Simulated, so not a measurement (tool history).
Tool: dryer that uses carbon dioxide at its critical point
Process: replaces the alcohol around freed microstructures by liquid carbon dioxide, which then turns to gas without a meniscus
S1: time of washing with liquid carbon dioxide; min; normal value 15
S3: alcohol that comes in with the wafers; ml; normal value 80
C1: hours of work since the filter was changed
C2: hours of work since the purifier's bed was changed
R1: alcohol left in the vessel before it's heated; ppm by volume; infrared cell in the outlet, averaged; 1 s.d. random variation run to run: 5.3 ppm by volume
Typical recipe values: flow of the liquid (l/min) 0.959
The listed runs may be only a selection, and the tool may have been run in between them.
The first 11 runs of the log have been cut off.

run 12 day=9.500 | S1=15 flow_of_the_liquid_(l/min)=0.953 S3=80 | C1=320 C2=416 | R1=281
-- day=10.154 inlet filter changed
run 13 day=10.417 | S1=15 flow_of_the_liquid_(l/min)=0.953 S3=80 | C1=4 C2=428 | R1=173
run 14 day=11.396 | S1=15 flow_of_the_liquid_(l/min)=0.933 S3=80 | C1=18 C2=442 | R1=207
run 15 day=12.650 | S1=15 flow_of_the_liquid_(l/min)=0.933 S3=80 | C1=35 C2=460 | R1=209
run 16 day=13.296 | S1=12 flow_of_the_liquid_(l/min)=0.959 S3=80 | C1=44 C2=469 | R1=476
run 17 day=14.083 | S1=15 flow_of_the_liquid_(l/min)=1.589 S3=80 | C1=56 C2=480 | R1=72
run 18 day=15.192 | S1=15 flow_of_the_liquid_(l/min)=1.589 S3=80 | C1=71 C2=496 | R1=88
run 19 day=16.217 | S1=15 flow_of_the_liquid_(l/min)=1.589 S3=80 | C1=86 C2=510 | R1=82
run 20 day=16.912 | S1=15 flow_of_the_liquid_(l/min)=1.514 S3=80 | C1=96 C2=520 | R1=83
run 21 day=17.675 | S1=15 flow_of_the_liquid_(l/min)=1.514 S3=80 | C1=107 C2=531 | R1=83
run 22 day=18.458 | S1=15 flow_of_the_liquid_(l/min)=0.959 S3=80 | C1=118 C2=542 | R1=211
run 23 day=19.696 | S1=15 flow_of_the_liquid_(l/min)=0.959 S3=80 | C1=135 C2=560 | R1=231

Estimate the outcome of run 24 from the log above:
run 24 day=20.671 | S1=15 flow_of_the_liquid_(l/min)=0.959 S3=80 | C1=149 C2=573 | R1=?

For run 24 the tool returned R1 224 ppm by volume.
Without the tool's hidden state the same run would have given R1 106 ppm by volume.

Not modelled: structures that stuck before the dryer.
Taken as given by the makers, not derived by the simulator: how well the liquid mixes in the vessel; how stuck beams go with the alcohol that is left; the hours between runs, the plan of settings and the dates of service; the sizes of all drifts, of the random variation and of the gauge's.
